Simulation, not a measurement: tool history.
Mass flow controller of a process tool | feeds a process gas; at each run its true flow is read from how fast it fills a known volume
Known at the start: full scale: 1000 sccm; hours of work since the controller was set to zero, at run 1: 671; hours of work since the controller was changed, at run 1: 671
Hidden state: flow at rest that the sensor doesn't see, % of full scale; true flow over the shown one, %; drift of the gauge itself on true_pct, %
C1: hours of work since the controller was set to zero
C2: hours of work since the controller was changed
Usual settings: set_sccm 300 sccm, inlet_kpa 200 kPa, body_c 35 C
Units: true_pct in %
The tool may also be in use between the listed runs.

{"run": 1, "hour": 0.0, "set_sccm": 300, "inlet_kpa": 200, "body_c": 35, "C1": 671, "C2": 671, "true_pct": 99.9}
{"run": 2, "hour": 498.9, "set_sccm": 300, "inlet_kpa": 200, "body_c": 35, "C1": 892, "C2": 892, "true_pct": 99.87}
{"run": 3, "hour": 888.6, "set_sccm": 300, "inlet_kpa": 200, "body_c": 35, "C1": 1065, "C2": 1065, "true_pct": 99.82}
{"run": 4, "hour": 1283.2, "set_sccm": 300, "inlet_kpa": 200, "body_c": 22, "C1": 1240, "C2": 1240, "true_pct": 98.25}
{"run": 5, "hour": 1581.9, "set_sccm": 300, "inlet_kpa": 200, "body_c": 35, "C1": 1372, "C2": 1372, "true_pct": 99.51}
{"run": 6, "hour": 1985.8, "set_sccm": 300, "inlet_kpa": 200, "body_c": 38, "C1": 1551, "C2": 1551, "true_pct": 99.96}
{"run": 7, "hour": 2558.9, "set_sccm": 300, "inlet_kpa": 200, "body_c": 38, "C1": 1805, "C2": 1805, "true_pct": 99.84}
{"run": 8, "hour": 3092.7, "set_sccm": 300, "inlet_kpa": 200, "body_c": 38, "C1": 2041, "C2": 2041, "true_pct": 99.74}
{"run": 9, "hour": 3429.2, "set_sccm": 300, "inlet_kpa": 140, "body_c": 35, "C1": 2190, "C2": 2190, "true_pct": 98.7}
{"run": 10, "hour": 3838.6, "set_sccm": 300, "inlet_kpa": 140, "body_c": 35, "C1": 2372, "C2": 2372, "true_pct": 98.73}
{"run": 11, "hour": 4259.9, "set_sccm": 300, "inlet_kpa": 140, "body_c": 35, "C1": 2558, "C2": 2558, "true_pct": 98.57}
{"run": 12, "hour": 4755.6, "set_sccm": 300, "inlet_kpa": 140, "body_c": 35, "C1": 2778, "C2": 2778, "true_pct": 98.66}
{"run": 13, "hour": 5286.8, "set_sccm": 300, "inlet_kpa": 140, "body_c": 35, "C1": 3013, "C2": 3013, "true_pct": 98.39}
{"run": 14, "hour": 5628.6, "set_sccm": 300, "inlet_kpa": 251, "body_c": 35, "C1": 3165, "C2": 3165, "true_pct": 99.14}
{"run": 15, "hour": 5868.4, "set_sccm": 881, "inlet_kpa": 251, "body_c": 35, "C1": 3271, "C2": 3271, "true_pct": 100.1}
{"run": 16, "hour": 6129.2, "set_sccm": 881, "inlet_kpa": 251, "body_c": 35, "C1": 3387, "C2": 3387, "true_pct": 100.07}
{"run": 17, "hour": 6381.7, "set_sccm": 300, "inlet_kpa": 228, "body_c": 35, "C1": 3498, "C2": 3498, "true_pct": 98.8}
{"run": 18, "hour": 6707.3, "set_sccm": 869, "inlet_kpa": 200, "body_c": 35, "C1": 3643, "C2": 3643, "true_pct": 99.41}
{"run": 19, "hour": 7127.7, "set_sccm": 300, "inlet_kpa": 200, "body_c": 35, "C1": 3829, "C2": 3829, "true_pct": 98.54}
{"run": 20, "hour": 7601.2, "set_sccm": 300, "inlet_kpa": 200, "body_c": 35, "C1": 4039, "C2": 4039, "true_pct": 98.32}
{"run": 21, "hour": 8162.3, "set_sccm": 300, "inlet_kpa": 200, "body_c": 26, "C1": 4287, "C2": 4287, "true_pct": 97.33}
{"run": 22, "hour": 8487.9, "set_sccm": 300, "inlet_kpa": 200, "body_c": 26, "C1": 4432, "C2": 4432, "true_pct": 97.21}
{"run": 23, "hour": 9063.3, "set_sccm": 300, "inlet_kpa": 200, "body_c": 26, "C1": 4687, "C2": 4687, "true_pct": 97.18}
{"run": 24, "hour": 9339.0, "set_sccm": 300, "inlet_kpa": 143, "body_c": 35, "C1": 4809, "C2": 4809, "true_pct": 97.68}
{"hour": 9599.0, "done": "gauge calibrated"}
{"run": 25, "hour": 9599.0, "set_sccm": 300, "inlet_kpa": 143, "body_c": 35, "C1": 4924, "C2": 4924, "true_pct": 99.5}
{"run": 26, "hour": 10129.9, "set_sccm": 300, "inlet_kpa": 143, "body_c": 35, "C1": 5159, "C2": 5159, "true_pct": 99.41}
{"run": 27, "hour": 10449.0, "set_sccm": 300, "inlet_kpa": 143, "body_c": 35, "C1": 5300, "C2": 5300, "true_pct": 99.26}
{"run": 28, "hour": 10994.1, "set_sccm": 531, "inlet_kpa": 246, "body_c": 23, "C1": 5542, "C2": 5542, "true_pct": 99}
{"run": 29, "hour": 11282.8, "set_sccm": 531, "inlet_kpa": 246, "body_c": 23, "C1": 5670, "C2": 5670, "true_pct": 98.95}
{"run": 30, "hour": 11574.0, "set_sccm": 127, "inlet_kpa": 193, "body_c": 35, "C1": 5799, "C2": 5799, "true_pct": 99.3}
{"run": 31, "hour": 11837.7, "set_sccm": 175, "inlet_kpa": 204, "body_c": 35, "C1": 5916, "C2": 5916, "true_pct": 99.33}
{"run": 32, "hour": 12124.4, "set_sccm": 175, "inlet_kpa": 204, "body_c": 35, "C1": 6043, "C2": 6043, "true_pct": 99.37}
{"run": 33, "hour": 12628.4, "set_sccm": 342, "inlet_kpa": 191, "body_c": 33, "C1": 6266, "C2": 6266, "true_pct": 99.19}
{"run": 34, "hour": 12891.0, "set_sccm": 181, "inlet_kpa": 200, "body_c": 21, "C1": 6382, "C2": 6382, "true_pct": 97.77}
{"run": 35, "hour": 13155.0, "set_sccm": 279, "inlet_kpa": 171, "body_c": 36, "C1": 6499, "C2": 6499, "true_pct": 99.12}
{"run": 36, "hour": 13420.7, "set_sccm": 279, "inlet_kpa": 171, "body_c": 36, "C1": 6617, "C2": 6617, "true_pct": 99.1}
{"run": 37, "hour": 13748.6, "set_sccm": 612, "inlet_kpa": 191, "body_c": 36, "C1": 6762, "C2": 6762, "true_pct": 99.67}
{"hour": 13808.9, "done": "controller exchanged for a calibrated one"}
{"run": 38, "hour": 14301.7, "set_sccm": 300, "inlet_kpa": 203, "body_c": 40, "C1": 218, "C2": 218, "true_pct": 99.61}
{"run": 39, "hour": 14609.9, "set_sccm": 843, "inlet_kpa": 246, "body_c": 21, "C1": 355, "C2": 355, "true_pct": 98.7}
{"run": 40, "hour": 14889.7, "set_sccm": 158, "inlet_kpa": 262, "body_c": 33, "C1": 479, "C2": 479, "true_pct": 98.87}
{"run": 41, "hour": 15214.3, "set_sccm": 834, "inlet_kpa": 193, "body_c": 34, "C1": 623, "C2": 623, "true_pct": 99.53}
{"run": 42, "hour": 15780.1, "set_sccm": 378, "inlet_kpa": 244, "body_c": 33, "C1": 873, "C2": 873, "true_pct": 98.88}
{"run": 43, "hour": 16344.7, "set_sccm": 378, "inlet_kpa": 244, "body_c": 33, "C1": 1123, "C2": 1123, "true_pct": 98.85}
{"run": 44, "hour": 16898.3, "set_sccm": 895, "inlet_kpa": 164, "body_c": 31, "C1": 1369, "C2": 1369, "true_pct": 98.63}
{"run": 45, "hour": 17190.0, "set_sccm": 300, "inlet_kpa": 200, "body_c": 28, "C1": 1498, "C2": 1498, "true_pct": 97.6}
{"run": 46, "hour": 17430.8, "set_sccm": 163, "inlet_kpa": 200, "body_c": 30, "C1": 1605, "C2": 1605, "true_pct": 97.56}
{"run": 47, "hour": 18005.8, "set_sccm": 163, "inlet_kpa": 200, "body_c": 30, "C1": 1859, "C2": 1859, "true_pct": 97.57}
{"run": 48, "hour": 18264.0, "set_sccm": 152, "inlet_kpa": 174, "body_c": 35, "C1": 1974, "C2": 1974, "true_pct": 97.66}

Measured less the same run without the tool's hidden state. The same run-to-run variation is in both; the gauge's scatter may not be:
run=1 true_pct=+0
run=2 true_pct=-0.1
run=3 true_pct=-0.18
run=4 true_pct=-0.26
run=5 true_pct=-0.33
run=6 true_pct=-0.41
run=7 true_pct=-0.53
run=8 true_pct=-0.65
run=9 true_pct=-0.71
run=10 true_pct=-0.79
run=11 true_pct=-0.88
run=12 true_pct=-0.98
run=13 true_pct=-1.09
run=14 true_pct=-1.18
run=15 true_pct=-1.24
run=16 true_pct=-1.29
run=17 true_pct=-1.33
run=18 true_pct=-1.41
run=19 true_pct=-1.49
run=20 true_pct=-1.58
run=21 true_pct=-1.69
run=22 true_pct=-1.75
run=23 true_pct=-1.87
run=24 true_pct=-1.94
run=25 true_pct=+0.01
run=26 true_pct=-0.09
run=27 true_pct=-0.16
run=28 true_pct=-0.28
run=29 true_pct=-0.34
run=30 true_pct=-0.39
run=31 true_pct=-0.45
run=32 true_pct=-0.51
run=33 true_pct=-0.62
run=34 true_pct=-0.66
run=35 true_pct=-0.73
run=36 true_pct=-0.78
run=37 true_pct=-0.86
run=38 true_pct=-0.99
run=39 true_pct=-1.04
run=40 true_pct=-1.11
run=41 true_pct=-1.18
run=42 true_pct=-1.29
run=43 true_pct=-1.41
run=44 true_pct=-1.53
run=45 true_pct=-1.57
run=46 true_pct=-1.62
run=47 true_pct=-1.75
run=48 true_pct=-1.8

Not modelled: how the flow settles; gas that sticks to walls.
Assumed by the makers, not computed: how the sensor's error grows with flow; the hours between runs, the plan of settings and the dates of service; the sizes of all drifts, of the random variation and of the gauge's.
